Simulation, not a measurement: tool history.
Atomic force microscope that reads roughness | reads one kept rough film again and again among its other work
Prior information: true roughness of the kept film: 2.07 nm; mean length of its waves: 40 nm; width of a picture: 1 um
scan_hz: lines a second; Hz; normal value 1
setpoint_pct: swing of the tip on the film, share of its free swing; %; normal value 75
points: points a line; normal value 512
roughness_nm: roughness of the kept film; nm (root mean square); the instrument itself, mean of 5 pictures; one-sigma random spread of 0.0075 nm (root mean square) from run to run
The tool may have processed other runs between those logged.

run,hour,scan_hz,setpoint_pct,points,roughness_nm
1,0,1,75,512,1.898
# hour 13.8: height scale calibrated on a step standard
2,46.1,0.96,75,512,1.844
# hour 103.8: new tip fitted
3,105.3,3.19,75,512,1.804
4,185.8,3.19,75,512,1.742
# hour 214.4: height scale calibrated on a step standard, once more
# hour 219.2: new tip fitted
5,262.6,3.19,75,512,1.818
6,330.2,3.19,75,512,1.758
# hour 338.2: new tip fitted
7,408.8,1,75,662,1.869
# hour 454.5: new tip fitted
8,480.9,1,75,662,1.923
9,559.3,1,75,662,1.847

What will run 10 give?
# hour 572.4: new tip fitted
10,601,1,77,662,?

{"run 10": {"roughness_nm": 1.905}}
The same run, on a tool lacking any hidden state, would have yielded roughness_nm 1.943 nm (root mean square).
